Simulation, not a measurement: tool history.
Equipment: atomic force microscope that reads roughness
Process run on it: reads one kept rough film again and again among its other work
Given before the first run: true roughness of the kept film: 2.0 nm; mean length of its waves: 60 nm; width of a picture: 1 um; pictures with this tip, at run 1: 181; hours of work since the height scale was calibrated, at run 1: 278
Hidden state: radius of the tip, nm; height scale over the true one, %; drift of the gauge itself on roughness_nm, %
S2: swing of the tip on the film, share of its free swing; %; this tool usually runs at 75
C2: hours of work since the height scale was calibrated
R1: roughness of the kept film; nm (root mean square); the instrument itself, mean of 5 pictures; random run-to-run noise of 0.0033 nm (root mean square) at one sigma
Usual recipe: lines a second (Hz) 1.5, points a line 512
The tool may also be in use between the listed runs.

Run 1, hour 0: usual settings; pictures with this tip 181; C2 278. Result: R1 1.865 nm (root mean square).
Run 2, hour 26.7: usual settings but points a line 473; pictures with this tip 199; C2 290. Result: R1 1.864 nm (root mean square).
Run 3, hour 70.2: usual settings; pictures with this tip 229; C2 310. Result: R1 1.854 nm (root mean square).
Run 4, hour 117.1: usual settings but S2 80 %; pictures with this tip 262; C2 332. Result: R1 1.834 nm (root mean square).
At hour 123.4: new tip fitted.
Run 5, hour 160.1: usual settings; pictures with this tip 25; C2 351. Result: R1 1.902 nm (root mean square).
Run 6, hour 214: usual settings; pictures with this tip 62; C2 376. Result: R1 1.889 nm (root mean square).
Run 7, hour 245.9: usual settings; pictures with this tip 84; C2 391. Result: R1 1.89 nm (root mean square).
Run 8, hour 282.8: usual settings; pictures with this tip 110; C2 408. Result: R1 1.882 nm (root mean square).
Run 9, hour 339.4: usual settings but lines a second (Hz) 0.86, S2 65 %; pictures with this tip 149; C2 434. Result: R1 1.92 nm (root mean square).

What does the tool deliver on the next run?
At hour 344.9: height scale calibrated on a step standard.
Run 10, hour 386: usual settings but lines a second (Hz) 1.46, S2 81 %, points a line 259; pictures with this tip 181; C2 19. Result: R1 ?.

R1: 1.851 nm (root mean square)
With no hidden state in the tool, this same run would have given R1 1.866 nm (root mean square).
